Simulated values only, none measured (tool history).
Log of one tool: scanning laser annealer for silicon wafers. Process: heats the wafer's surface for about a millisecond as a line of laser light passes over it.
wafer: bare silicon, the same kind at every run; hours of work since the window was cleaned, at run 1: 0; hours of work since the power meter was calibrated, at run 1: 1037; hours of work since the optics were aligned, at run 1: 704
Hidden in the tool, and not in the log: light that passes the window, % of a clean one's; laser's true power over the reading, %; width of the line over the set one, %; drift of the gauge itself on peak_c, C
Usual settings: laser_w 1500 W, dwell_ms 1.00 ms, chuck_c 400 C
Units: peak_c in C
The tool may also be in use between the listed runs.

run	day	laser_w	dwell_ms	chuck_c	hours of work since the window was cleaned	hours of work since the power meter was calibrated	hours of work since the optics were aligned	peak_c
1	0.000	1500	1.00	400	0	1037	704	1171
2	2.267	1500	1.00	419	43	1081	747	1191
3	3.262	1500	1.09	400	62	1100	767	1204
4	5.404	1500	1.09	400	103	1141	808	1202
5	6.704	1500	1.09	400	128	1166	832	1203
6	8.496	1500	1.09	418	163	1200	867	1220
7	10.862	1395	1.00	400	208	1245	912	1099
8	11.850	1395	1.00	400	227	1264	931	1100
9	13.025	1500	1.00	410	249	1287	954	1173
# day 13.288: window over the wafer cleaned
10	15.158	1500	0.77	410	36	1326	993	1076
11	16.675	1500	0.77	410	65	1355	1022	1070
12	18.950	1379	1.00	400	108	1399	1065	1080
13	20.925	1379	1.00	400	146	1436	1103	1082
14	22.221	1379	1.00	400	171	1461	1128	1079
15	23.738	1500	1.00	400	200	1490	1157	1147
16	24.958	1500	1.00	400	223	1514	1180	1148
# day 26.783: window over the wafer cleaned, once more
17	27.188	1643	0.73	394	8	1555	1221	1127
18	29.312	1643	0.73	394	48	1595	1262	1127
19	31.150	1643	0.73	394	84	1631	1297	1123
20	32.850	1401	0.93	370	116	1663	1330	1050
21	34.138	1317	1.00	391	141	1688	1355	1043
22	35.912	1317	1.05	362	175	1722	1388	1033
23	38.129	1371	1.24	406	217	1764	1431	1166
24	39.429	1371	1.24	406	242	1789	1456	1166
25	40.692	1542	1.14	425	266	1813	1480	1261
26	43.112	1542	1.14	425	313	1860	1526	1258
27	44.750	1542	1.14	425	344	1891	1558	1253
28	46.350	1542	1.14	425	375	1922	1588	1255
29	48.654	1500	0.73	438	419	1966	1632	1074
30	49.900	1588	0.72	419	443	1990	1656	1098
31	52.262	1588	0.72	419	488	2035	1701	1097
32	53.988	1588	0.72	419	521	2068	1735	1094

Hidden state at the last listed run before each entry between runs and at the first one after, where it differs:
Between runs 9 and 10: window over the wafer cleaned (day 13.288)
  light that passes the window, % of a clean one's: 98.9 -> 98.28; laser's true power over the reading, %: -0.31 -> -0.32; width of the line over the set one, %: 1.06 -> 1.1
  measured less the result without the state, peak_c: -19 -> -22 C
Between runs 16 and 17: window over the wafer cleaned, once more (day 26.783)
  light that passes the window, % of a clean one's: 97.47 -> 99.85; laser's true power over the reading, %: -0.36 -> -0.37; width of the line over the set one, %: 1.29 -> 1.33
  measured less the result without the state, peak_c: -33 -> -11 C
